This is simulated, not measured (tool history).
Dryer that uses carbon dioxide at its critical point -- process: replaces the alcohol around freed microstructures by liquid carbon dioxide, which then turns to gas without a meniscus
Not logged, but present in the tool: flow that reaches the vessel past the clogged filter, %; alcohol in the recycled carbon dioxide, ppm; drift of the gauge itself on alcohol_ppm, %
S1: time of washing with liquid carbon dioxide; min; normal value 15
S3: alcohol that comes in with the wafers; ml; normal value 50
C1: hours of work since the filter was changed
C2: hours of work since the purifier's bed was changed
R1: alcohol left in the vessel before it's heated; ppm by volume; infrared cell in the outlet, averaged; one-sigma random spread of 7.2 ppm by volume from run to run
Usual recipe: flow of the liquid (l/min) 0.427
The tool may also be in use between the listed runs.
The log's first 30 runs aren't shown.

Run 31, hour 1036.6: usual settings but S1 13 min, flow of the liquid (l/min) 0.292, S3 73 ml; C1 264; C2 100. Result: R1 4921 ppm by volume.
Run 32, hour 1079.0: usual settings but S1 13 min, flow of the liquid (l/min) 0.292, S3 73 ml; C1 284; C2 121. Result: R1 5004 ppm by volume.
Run 33, hour 1113.5: usual settings but S1 13 min, flow of the liquid (l/min) 0.292, S3 73 ml; C1 301; C2 137. Result: R1 5099 ppm by volume.
Run 34, hour 1143.2: usual settings but S1 9 min, flow of the liquid (l/min) 0.688, S3 94 ml; C1 315; C2 152. Result: R1 1335 ppm by volume.
Run 35, hour 1172.6: usual settings but S1 9 min, flow of the liquid (l/min) 0.688, S3 94 ml; C1 329; C2 166. Result: R1 1351 ppm by volume.
At hour 1200.6: inlet filter changed.
Run 36, hour 1205.8: usual settings but S1 11 min, S3 27 ml; C1 2; C2 181. Result: R1 765 ppm by volume.
Run 37, hour 1239.5: usual settings but S1 19 min, S3 27 ml; C1 19; C2 197. Result: R1 97 ppm by volume.
Run 38, hour 1290.8: usual settings but S1 19 min, flow of the liquid (l/min) 0.415, S3 27 ml; C1 43; C2 222. Result: R1 113 ppm by volume.
Run 39, hour 1331.6: usual settings but S1 21 min, flow of the liquid (l/min) 0.339, S3 35 ml; C1 63; C2 242. Result: R1 213 ppm by volume.
Run 40, hour 1359.6: usual settings but S1 16 min, flow of the liquid (l/min) 0.669, S3 37 ml; C1 76; C2 255. Result: R1 71 ppm by volume.
Run 41, hour 1390.9: usual settings but S1 19 min, flow of the liquid (l/min) 0.669, S3 26 ml; C1 91; C2 270. Result: R1 58 ppm by volume.
Run 42, hour 1432.5: usual settings but flow of the liquid (l/min) 0.300; C1 111; C2 290. Result: R1 1836 ppm by volume.
Run 43, hour 1477.9: usual settings but S1 13 min, flow of the liquid (l/min) 0.276, S3 23 ml; C1 133; C2 312. Result: R1 1648 ppm by volume.
Run 44, hour 1517.2: usual settings but S1 13 min, flow of the liquid (l/min) 0.276, S3 23 ml; C1 152; C2 331. Result: R1 1740 ppm by volume.
Run 45, hour 1551.3: usual settings but S1 22 min, flow of the liquid (l/min) 0.278, S3 86 ml; C1 169; C2 347. Result: R1 1049 ppm by volume.
Run 46, hour 1578.7: usual settings but S1 22 min, flow of the liquid (l/min) 0.338, S3 84 ml; C1 182; C2 360. Result: R1 455 ppm by volume.

Forecast each of these 3 alternatives for the next run:
Run A, hour 1627.2: usual settings but S1 12 min, flow of the liquid (l/min) 0.274, S3 43 ml; C1 205; C2 384. Result: R1 ?.
Run B, hour 1627.2: usual settings but S1 12 min, flow of the liquid (l/min) 0.620, S3 54 ml; C1 205; C2 384. Result: R1 ?.
Run C, hour 1627.2: usual settings but S1 21 min, flow of the liquid (l/min) 0.363; C1 205; C2 384. Result: R1 ?.

run    R1
  A  4122
  B   336
  C   296
With the hidden condition removed and each run's random variation left untouched, the same runs would have given:
run    R1
  A  3352
  B   170
  C   142
